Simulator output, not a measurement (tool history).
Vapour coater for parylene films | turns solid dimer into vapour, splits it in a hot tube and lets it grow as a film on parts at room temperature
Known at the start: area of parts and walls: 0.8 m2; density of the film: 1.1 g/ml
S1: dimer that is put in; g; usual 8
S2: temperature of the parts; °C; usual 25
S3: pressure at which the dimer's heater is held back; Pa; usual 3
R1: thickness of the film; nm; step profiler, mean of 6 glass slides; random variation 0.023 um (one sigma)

run 1 hour=0 | S1=8 S2=25 S3=3 | R1=6210
run 2 hour=26.6 | S1=8 S2=25 S3=3 | R1=6130
run 3 hour=48 | S1=8 S2=25 S3=3 | R1=6130
run 4 hour=60.9 | S1=8 S2=25 S3=3 | R1=6180
run 5 hour=77.7 | S1=8 S2=25 S3=3 | R1=6110
run 6 hour=94.1 | S1=8 S2=25 S3=3 | R1=6190
run 7 hour=111.9 | S1=8 S2=25 S3=3 | R1=6150
run 8 hour=136.8 | S1=8 S2=25 S3=3 | R1=6170
run 9 hour=163.9 | S1=4 S2=25 S3=3 | R1=3090
run 10 hour=177.3 | S1=8 S2=25 S3=3 | R1=6150
run 11 hour=203.2 | S1=8 S2=25 S3=3 | R1=6190
run 12 hour=227.8 | S1=13 S2=25 S3=3 | R1=10050
run 13 hour=253.1 | S1=13 S2=25 S3=3 | R1=10000
run 14 hour=270.4 | S1=9 S2=25 S3=3 | R1=6920
run 15 hour=285.9 | S1=9 S2=25 S3=3 | R1=6910
run 16 hour=301.8 | S1=9 S2=25 S3=3 | R1=6930
run 17 hour=322.5 | S1=9 S2=25 S3=3 | R1=6900
run 18 hour=335.9 | S1=9 S2=25 S3=3 | R1=6990
run 19 hour=363.8 | S1=9 S2=25 S3=3 | R1=6940
run 20 hour=382.2 | S1=9 S2=20 S3=3 | R1=8380
run 21 hour=406 | S1=9 S2=20 S3=3 | R1=8280
run 22 hour=425.8 | S1=9 S2=20 S3=3 | R1=8330
run 23 hour=441.1 | S1=9 S2=20 S3=3 | R1=8340
run 24 hour=468.9 | S1=8 S2=25 S3=3 | R1=6160
run 25 hour=487.9 | S1=3 S2=25 S3=2.03 | R1=2480
run 26 hour=504.1 | S1=4 S2=29 S3=3.64 | R1=2580
run 27 hour=529 | S1=5 S2=19 S3=2.3 | R1=4960
run 28 hour=551.8 | S1=5 S2=19 S3=2.3 | R1=5000
run 29 hour=579 | S1=5 S2=19 S3=2.3 | R1=4990
run 30 hour=596.2 | S1=10 S2=25 S3=5.21 | R1=7050
run 31 hour=617.1 | S1=10 S2=25 S3=5.21 | R1=7100
run 32 hour=630.1 | S1=13 S2=25 S3=3 | R1=10000
run 33 hour=664.6 | S1=5 S2=19 S3=10.15 | R1=3980
run 34 hour=680.9 | S1=5 S2=19 S3=2.09 | R1=5060
run 35 hour=693.7 | S1=8 S2=30 S3=8.5 | R1=4400
run 36 hour=713.8 | S1=8 S2=23 S3=3 | R1=6640
run 37 hour=726.8 | S1=5 S2=25 S3=2.82 | R1=3910
run 38 hour=749.9 | S1=5 S2=25 S3=2.82 | R1=3890
run 39 hour=777.1 | S1=8 S2=30 S3=3 | R1=5120
run 40 hour=805.4 | S1=8 S2=30 S3=9.98 | R1=4240
run 41 hour=819.7 | S1=8 S2=30 S3=9.98 | R1=4280
run 42 hour=848.8 | S1=8 S2=25 S3=2.07 | R1=6530
run 43 hour=873.9 | S1=8 S2=25 S3=2.07 | R1=6530
run 44 hour=890 | S1=8 S2=25 S3=2.07 | R1=6550
run 45 hour=906.4 | S1=4 S2=22 S3=11.61 | R1=2800
run 46 hour=924.4 | S1=8 S2=19 S3=3 | R1=7660
run 47 hour=951.9 | S1=8 S2=19 S3=3 | R1=7700

Taken out of this log: 2 entries between the listed runs. Where each belongs, and how the hidden state differs across it:
Between runs 7 and 8: trap's valve overhauled (hour 132.7)
  vapour lost through the trap's worn valve, %: 0.2 -> 0
Between runs 32 and 33: trap's valve overhauled (hour 649.9)
  vapour lost through the trap's worn valve, %: 0.2 -> 0

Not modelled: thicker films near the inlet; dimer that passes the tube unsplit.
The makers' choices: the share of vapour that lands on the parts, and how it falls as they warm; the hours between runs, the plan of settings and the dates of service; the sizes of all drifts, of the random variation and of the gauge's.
